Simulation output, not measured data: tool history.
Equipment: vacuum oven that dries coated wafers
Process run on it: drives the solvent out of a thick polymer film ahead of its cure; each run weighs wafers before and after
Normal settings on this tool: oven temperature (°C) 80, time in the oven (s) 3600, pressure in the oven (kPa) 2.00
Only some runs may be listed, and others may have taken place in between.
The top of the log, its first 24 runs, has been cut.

| run | hour | oven temperature (°C) | time in the oven (s) | pressure in the oven (kPa) | hours of work since the thermocouples were calibrated | hours of work since the vacuum gauge was cleaned of residue | solvent left in the film (%) |
|---|---|---|---|---|---|---|---|
| 25 | 261.3 | 80 | 3600 | 2.36 | 935 | 354 | 2.39 |
| 26 | 274.5 | 92 | 4560 | 2.23 | 941 | 360 | 0.43 |
| 27 | 282.6 | 86 | 3600 | 2.00 | 945 | 363 | 0.96 |
| 28 | 290.8 | 86 | 2520 | 7.28 | 948 | 367 | 2.91 |
| 29 | 300.2 | 80 | 3060 | 1.51 | 952 | 371 | 2.95 |
| 30 | 309.1 | 80 | 1920 | 2.00 | 956 | 375 | 5.69 |
| 31 | 316.9 | 80 | 1920 | 2.00 | 959 | 378 | 5.67 |
| 32 | 323.3 | 80 | 1920 | 6.25 | 962 | 381 | 6.51 |
| 33 | 333.8 | 80 | 3600 | 2.07 | 967 | 386 | 2.30 |
| 34 | 347.3 | 68 | 3960 | 5.17 | 972 | 391 | 8.20 |
| 35 | 361.7 | 93 | 5280 | 6.89 | 979 | 398 | 1.12 |
|  | 367.4 | oven's thermocouples calibrated |
| 36 | 372.4 | 80 | 5100 | 2.46 | 2 | 401 | 1.50 |
| 37 | 381.4 | 80 | 2640 | 2.35 | 6 | 405 | 4.28 |
| 38 | 390.7 | 80 | 2640 | 2.35 | 10 | 409 | 4.26 |

Each row is a separate what-if for the run after 38, all from the same tool condition, not one after another. Results?
| A | 406.3 | 68 | 5400 | 2.35 | 17 | 416 | ? |
| B | 406.3 | 80 | 5400 | 2.35 | 17 | 416 | ? |
| C | 406.3 | 80 | 1920 | 2.35 | 17 | 416 | ? |
| D | 406.3 | 76 | 3420 | 1.05 | 17 | 416 | ? |
| E | 406.3 | 80 | 2700 | 2.35 | 17 | 416 | ? |

| run | solvent left in the film (%) |
|---|---|
| A | 5.93 |
| B | 1.31 |
| C | 6.18 |
| D | 4.26 |
| E | 4.05 |
Stripped of hidden state, with their random variation kept, the same runs would have yielded:
| run | solvent left in the film (%) |
|---|---|
| A | 5.81 |
| B | 1.26 |
| C | 6.08 |
| D | 4.16 |
| E | 3.96 |
